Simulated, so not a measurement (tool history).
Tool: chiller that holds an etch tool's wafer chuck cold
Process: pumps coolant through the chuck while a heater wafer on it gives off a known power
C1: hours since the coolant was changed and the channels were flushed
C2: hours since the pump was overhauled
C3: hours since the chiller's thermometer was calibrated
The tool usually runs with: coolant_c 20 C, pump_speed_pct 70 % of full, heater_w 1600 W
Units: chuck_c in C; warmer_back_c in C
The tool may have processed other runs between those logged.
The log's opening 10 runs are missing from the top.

{"run": 11, "hour": 418.9, "coolant_c": 20, "pump_speed_pct": 63, "heater_w": 1600, "C1": 1606, "C2": 1767, "C3": 1848, "chuck_c": 33.7, "warmer_back_c": 6.53}
{"run": 12, "hour": 467.2, "coolant_c": 20, "pump_speed_pct": 70, "heater_w": 1600, "C1": 1654, "C2": 1815, "C3": 1897, "chuck_c": 32.6, "warmer_back_c": 5.88}
{"run": 13, "hour": 518.8, "coolant_c": 20, "pump_speed_pct": 70, "heater_w": 1600, "C1": 1706, "C2": 1867, "C3": 1948, "chuck_c": 32.4, "warmer_back_c": 5.88}
{"run": 14, "hour": 577.3, "coolant_c": 20, "pump_speed_pct": 62, "heater_w": 1600, "C1": 1764, "C2": 1925, "C3": 2007, "chuck_c": 34.1, "warmer_back_c": 6.6}
{"run": 15, "hour": 612.7, "coolant_c": 13, "pump_speed_pct": 62, "heater_w": 1600, "C1": 1800, "C2": 1961, "C3": 2042, "chuck_c": 26.9, "warmer_back_c": 6.6}
{"run": 16, "hour": 662.7, "coolant_c": 13, "pump_speed_pct": 62, "heater_w": 1600, "C1": 1850, "C2": 2011, "C3": 2092, "chuck_c": 26.8, "warmer_back_c": 6.66}
{"run": 17, "hour": 693.5, "coolant_c": 13, "pump_speed_pct": 62, "heater_w": 1600, "C1": 1881, "C2": 2042, "C3": 2123, "chuck_c": 27.1, "warmer_back_c": 6.64}
{"hour": 697.9, "done": "chiller's thermometer calibrated"}
{"run": 18, "hour": 738.5, "coolant_c": 10, "pump_speed_pct": 78, "heater_w": 1509, "C1": 1925, "C2": 2086, "C3": 41, "chuck_c": 21.4, "warmer_back_c": 4.98}
{"run": 19, "hour": 781.2, "coolant_c": 20, "pump_speed_pct": 70, "heater_w": 917, "C1": 1967, "C2": 2128, "C3": 83, "chuck_c": 27.4, "warmer_back_c": 3.37}
{"run": 20, "hour": 827.3, "coolant_c": 23, "pump_speed_pct": 64, "heater_w": 1544, "C1": 2013, "C2": 2174, "C3": 129, "chuck_c": 36.3, "warmer_back_c": 6.23}
{"run": 21, "hour": 857.7, "coolant_c": 23, "pump_speed_pct": 64, "heater_w": 1544, "C1": 2044, "C2": 2205, "C3": 160, "chuck_c": 36.2, "warmer_back_c": 6.25}
{"hour": 900.2, "done": "chiller's thermometer calibrated, once more"}
{"run": 22, "hour": 902.9, "coolant_c": 17, "pump_speed_pct": 88, "heater_w": 1825, "C1": 2088, "C2": 2249, "C3": 3, "chuck_c": 29.4, "warmer_back_c": 5.34}
{"run": 23, "hour": 956.1, "coolant_c": 26, "pump_speed_pct": 84, "heater_w": 1068, "C1": 2141, "C2": 2302, "C3": 56, "chuck_c": 33.7, "warmer_back_c": 3.26}
{"run": 24, "hour": 984.4, "coolant_c": 26, "pump_speed_pct": 66, "heater_w": 1016, "C1": 2169, "C2": 2331, "C3": 84, "chuck_c": 34.3, "warmer_back_c": 3.96}
{"run": 25, "hour": 1019.2, "coolant_c": 24, "pump_speed_pct": 84, "heater_w": 1710, "C1": 2204, "C2": 2365, "C3": 119, "chuck_c": 35.8, "warmer_back_c": 5.24}
{"run": 26, "hour": 1052.5, "coolant_c": 20, "pump_speed_pct": 63, "heater_w": 2036, "C1": 2238, "C2": 2399, "C3": 152, "chuck_c": 37.1, "warmer_back_c": 8.33}
{"run": 27, "hour": 1090.7, "coolant_c": 20, "pump_speed_pct": 63, "heater_w": 2036, "C1": 2276, "C2": 2437, "C3": 190, "chuck_c": 37.5, "warmer_back_c": 8.37}
{"run": 28, "hour": 1145.2, "coolant_c": 16, "pump_speed_pct": 63, "heater_w": 2036, "C1": 2330, "C2": 2491, "C3": 245, "chuck_c": 33.5, "warmer_back_c": 8.37}
{"run": 29, "hour": 1172.5, "coolant_c": 24, "pump_speed_pct": 85, "heater_w": 803, "C1": 2358, "C2": 2519, "C3": 272, "chuck_c": 29.3, "warmer_back_c": 2.41}
{"run": 30, "hour": 1217.1, "coolant_c": 20, "pump_speed_pct": 70, "heater_w": 1562, "C1": 2402, "C2": 2563, "C3": 317, "chuck_c": 32.4, "warmer_back_c": 5.77}
{"run": 31, "hour": 1243.8, "coolant_c": 20, "pump_speed_pct": 70, "heater_w": 1562, "C1": 2429, "C2": 2590, "C3": 344, "chuck_c": 32.3, "warmer_back_c": 5.78}

Each row is a separate what-if for the run after 31, all from the same tool condition, not one after another. Results?
{"run": "A", "hour": 1275.1, "coolant_c": 25, "pump_speed_pct": 81, "heater_w": 2027, "C1": 2460, "C2": 2621, "C3": 375, "chuck_c": "?", "warmer_back_c": "?"}
{"run": "B", "hour": 1275.1, "coolant_c": 20, "pump_speed_pct": 79, "heater_w": 2378, "C1": 2460, "C2": 2621, "C3": 375, "chuck_c": "?", "warmer_back_c": "?"}
{"run": "C", "hour": 1275.1, "coolant_c": 11, "pump_speed_pct": 70, "heater_w": 1562, "C1": 2460, "C2": 2621, "C3": 375, "chuck_c": "?", "warmer_back_c": "?"}
{"run": "D", "hour": 1275.1, "coolant_c": 20, "pump_speed_pct": 70, "heater_w": 1591, "C1": 2460, "C2": 2621, "C3": 375, "chuck_c": "?", "warmer_back_c": "?"}

run=A chuck_c=39.3 warmer_back_c=6.49
run=B chuck_c=37.4 warmer_back_c=7.73
run=C chuck_c=23.6 warmer_back_c=5.77
run=D chuck_c=32.6 warmer_back_c=5.91
Without the tool's hidden state the same runs would have given:
run=A chuck_c=38.6 warmer_back_c=6.30
run=B chuck_c=36.5 warmer_back_c=7.50
run=C chuck_c=22.9 warmer_back_c=5.60
run=D chuck_c=31.9 warmer_back_c=5.73
